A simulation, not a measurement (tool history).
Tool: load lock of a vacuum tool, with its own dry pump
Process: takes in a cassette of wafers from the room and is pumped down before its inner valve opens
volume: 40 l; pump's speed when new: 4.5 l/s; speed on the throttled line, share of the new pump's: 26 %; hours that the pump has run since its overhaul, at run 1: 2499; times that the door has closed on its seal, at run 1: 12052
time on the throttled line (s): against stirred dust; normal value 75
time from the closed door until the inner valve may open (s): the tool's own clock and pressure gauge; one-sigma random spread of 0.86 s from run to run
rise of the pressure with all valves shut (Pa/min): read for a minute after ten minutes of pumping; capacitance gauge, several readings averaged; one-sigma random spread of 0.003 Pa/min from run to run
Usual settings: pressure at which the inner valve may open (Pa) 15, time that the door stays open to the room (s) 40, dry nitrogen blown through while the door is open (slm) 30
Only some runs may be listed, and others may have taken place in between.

run     hour  time on the throttled line (s)  pressure at which the inner valve may open (Pa)  time that the door stays open to the room (s)  dry nitrogen blown through while the door is open (slm)  hours that the pump has run since its overhaul  times that the door has closed on its seal  incoming humidity of the room's air, %  time from the closed door until the inner valve may open (s)  rise of the pressure with all valves shut (Pa/min)
  1        0                              75                                               15                                             40                                                       30                                            2499                                       12052                                    46.3                                                         136.5                                                0.07
  2    441.3                              75                                               15                                             40                                                       30                                            2940                                       13636                                    43.2                                                         137.5                                               0.073
  3    731.5                              75                                               15                                             40                                                       30                                            3230                                       14678                                    47.2                                                         137.2                                               0.087
  4   1296.5                              75                                               15                                             40                                                       30                                            3795                                       16706                                    46.5                                                         135.9                                               0.092
  5   1564.6                              75                                               15                                             40                                                       22                                            4063                                       17669                                    45.7                                                         138.1                                               0.099
  6   1931.4                              75                                               15                                             40                                                       30                                            4430                                       18986                                    49.2                                                           138                                               0.111
  7   2343.2                              75                                               15                                             40                                                       30                                            4842                                       20464                                    41.3                                                         138.1                                               0.113
  8   2841.4                              75                                               15                                             40                                                       30                                            5340                                       22253                                    45.1                                                         138.6                                               0.127
  9   3325.9                              75                                               15                                             40                                                       30                                            5825                                       23992                                    47.5                                                         139.3                                               0.152
 10   3814.6                              75                                               15                                             40                                                        5                                            6313                                       25747                                    42.8                                                         139.4                                               0.178
 11   4300.6                              75                                               15                                            188                                                       30                                            6799                                       27491                                    44.4                                                         139.4                                               0.192
 12   4564.5                              75                                               15                                             40                                                       30                                            7063                                       28439                                      46                                                         138.8                                               0.177
 13   4834.9                              75                                               15                                             40                                                        9                                            7334                                       29410                                    44.5                                                         139.8                                                0.21
 14   5275.2                              82                                               15                                             40                                                       30                                            7774                                       30990                                    46.3                                                         144.6                                               0.205
 15   5659.1                              82                                               15                                             40                                                       30                                            8158                                       32369                                    43.6                                                         145.1                                               0.219
 16   6114.2                              82                                               15                                             40                                                       30                                            8613                                       34002                                    42.8                                                         144.2                                               0.229
 17   6572.7                              75                                               15                                             49                                                       30                                            9071                                       35649                                    44.9                                                         140.9                                                0.25
 18   7186.2                              75                                               15                                             40                                                       42                                            9685                                       37851                                    45.1                                                           141                                               0.266
 19   7814.7                              75                                               15                                             40                                                       30                                           10313                                       40107                                    43.8                                                         141.2                                               0.298
 20   8260.8                              75                                               12                                             73                                                       30                                           10759                                       41709                                    46.5                                                         144.9                                               0.321
 21     8798                              47                                               24                                             40                                                       30                                           11297                                       43638                                    46.6                                                         117.7                                               0.336
 22   9254.9                              47                                               24                                             40                                                       30                                           11754                                       45278                                    47.9                                                         117.9                                               0.363
 23     9536                              47                                               24                                             40                                                       30                                           12035                                       46287                                    47.4                                                         119.2                                               0.378
 24   9996.6                              85                                               11                                             62                                                        8                                           12495                                       47941                                    44.6                                                         153.5                                               0.418
 25  10493.1                              85                                               11                                             62                                                        8                                           12992                                       49723                                    43.2                                                         153.7                                                0.43
     10739.6  -- door's seal changed, seat wiped
 26  10974.8                              85                                               11                                             62                                                        8                                           13472                                         844                                    45.5                                                         153.6                                               0.056
 27  11533.9                              85                                               11                                             62                                                        8                                           14031                                        2851                                    41.6                                                         155.1                                               0.052
     11569.6  -- dry pump taken out, an overhauled one fitted
 28  12141.2                              80                                               20                                             31                                                        6                                             572                                        5010                                    44.9                                                         135.6                                               0.062
 29  12640.4                              75                                               15                                             55                                                       30                                            1071                                        6802                                    41.2                                                         134.9                                               0.053
 30  13118.4                              88                                               25                                             40                                                       13                                            1549                                        8519                                    42.1                                                         141.2                                               0.062
 31  13384.7                              47                                               10                                             25                                                       13                                            1815                                        9475                                    42.6                                                         120.4                                               0.064
 32  13852.5                              47                                               29                                             25                                                        7                                            2283                                       11154                                    43.6                                                           109                                               0.085
 33  14156.6                              47                                               29                                             25                                                        7                                            2587                                       12246                                    43.6                                                         109.1                                               0.087
 34  14523.9                             127                                               29                                             44                                                       12                                            2954                                       13565                                    48.1                                                         166.5                                               0.098
 35  14807.3                              75                                               15                                             40                                                       30                                            3238                                       14582                                    47.3                                                         136.4                                               0.091
 36  15132.8                              75                                               15                                             40                                                       30                                            3563                                       15750                                    46.9                                                         136.9                                               0.097

Run 37, settings as shown, results not yet in. Your forecast:
 37  15409.2                              75                                               20                                             30                                                       30                                            3840                                       16743                                    45.5                                                             ?                                                   ?

For run 37 the tool returned time from the closed door until the inner valve may open (s) 133.9, rise of the pressure with all valves shut (Pa/min) 0.097.
Without the tool's hidden state the same run would have given time from the closed door until the inner valve may open (s) 130.6, rise of the pressure with all valves shut (Pa/min) 0.024.

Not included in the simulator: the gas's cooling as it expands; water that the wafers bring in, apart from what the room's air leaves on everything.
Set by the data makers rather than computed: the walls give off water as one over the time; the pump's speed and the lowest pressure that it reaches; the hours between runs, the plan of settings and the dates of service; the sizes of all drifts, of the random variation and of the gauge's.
